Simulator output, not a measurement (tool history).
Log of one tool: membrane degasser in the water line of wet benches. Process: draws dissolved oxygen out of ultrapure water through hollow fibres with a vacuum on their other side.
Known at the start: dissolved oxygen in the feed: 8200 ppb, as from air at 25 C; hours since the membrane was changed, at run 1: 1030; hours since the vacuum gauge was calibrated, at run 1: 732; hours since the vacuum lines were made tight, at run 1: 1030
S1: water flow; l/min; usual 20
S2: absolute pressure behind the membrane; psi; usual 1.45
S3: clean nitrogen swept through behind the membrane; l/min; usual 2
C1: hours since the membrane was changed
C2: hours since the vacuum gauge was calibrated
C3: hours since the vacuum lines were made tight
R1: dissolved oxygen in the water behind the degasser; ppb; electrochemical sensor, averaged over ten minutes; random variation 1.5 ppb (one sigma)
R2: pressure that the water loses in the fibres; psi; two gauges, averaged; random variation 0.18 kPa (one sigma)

run	hour	S1	S2	S3	C1	C2	C3	R1	R2
1	0	20	1.45	2	1030	732	1030	161.8	4.894
2	72.5	20	1.45	2	1102	805	1102	163	4.927
3	174.6	20	1.45	2	1204	907	1204	167.5	4.905
4	313	27	1.45	2	1343	1045	1343	224.8	6.637
5	467.8	20	1.45	2	1498	1200	1498	164.4	4.902
6	607.6	20	1.45	2	1637	1340	1637	167.4	4.878
7	688.8	20	1.45	2	1719	1421	1719	164.4	4.872
8	800.7	20	1.45	2	1831	1533	1831	165.3	4.936
9	904.6	20	1.32	2	1934	1637	1934	143.8	4.937
10	1056.4	20	1.45	2	2086	1789	2086	165.9	4.981
11	1159.6	20	1.45	2	2189	1892	2189	169.8	4.946
12	1289.2	21	1.45	2	2319	2021	2319	175.1	5.208
13	1398.8	21	1.45	2	2429	2131	2429	177.7	5.223
14	1493.9	14	1.45	2	2524	2226	2524	118.3	3.465
15	1604.3	14	1.45	2	2634	2336	2634	118.2	3.493
16	1730.1	20	1.45	2	2760	2462	2760	168.3	5.001
17	1809.5	14	3.48	2	2839	2542	2839	347.9	3.487
18	1948.4	29	1.45	1.11	2978	2680	2978	405	7.221
19	2110.3	29	1.45	1.11	3140	2842	3140	401.6	7.256
20	2195.1	29	1.45	1.11	3225	2927	3225	400.4	7.205
21	2353.8	29	1.45	1.11	3384	3086	3384	399	7.221
22	2422.8	15	0.96	1.11	3453	3155	3453	114	3.762
23	2512.7	15	0.96	1.11	3543	3245	3543	116.9	3.725
24	2578.9	20	1.73	1.13	3609	3311	3609	354.8	4.997
25	2666	16	1.84	1.54	3696	3398	3696	242.1	4.013
# hour 2705.9: seals of the vacuum lines changed
26	2738.8	26	1.84	4.21	3767	3469	33	156.1	6.503
27	2852.3	27	1.42	5.78	3880	3582	146	94.7	6.778
28	2943.2	27	2.09	1	3971	3673	237	641.3	6.788
29	3012.1	22	1.38	1	4040	3742	306	318.5	5.504
# hour 3052.5: vacuum gauge calibrated
30	3134.2	20	1.45	1.38	4162	82	428	230.9	5.011
31	3289.5	26	1.93	0.84	4317	237	583	634	6.567
32	3413	25	2.92	0.84	4440	360	707	965.9	6.329

Forecast each of these 4 alternatives for the next run:
A	3509.1	25	2.92	1.26	4536	457	803	?	?
B	3509.1	20	1.45	2.25	4536	457	803	?	?
C	3509.1	15	2.92	1.48	4536	457	803	?	?
D	3509.1	22	2.9	0.84	4536	457	803	?	?

run	R1	R2
A	695.8	6.309
B	150	5.017
C	386	3.826
D	873.6	5.53
Without the tool's hidden state the same runs would have given:
run	R1	R2
A	688.9	6.064
B	146.4	4.823
C	382.1	3.68
D	866.9	5.314
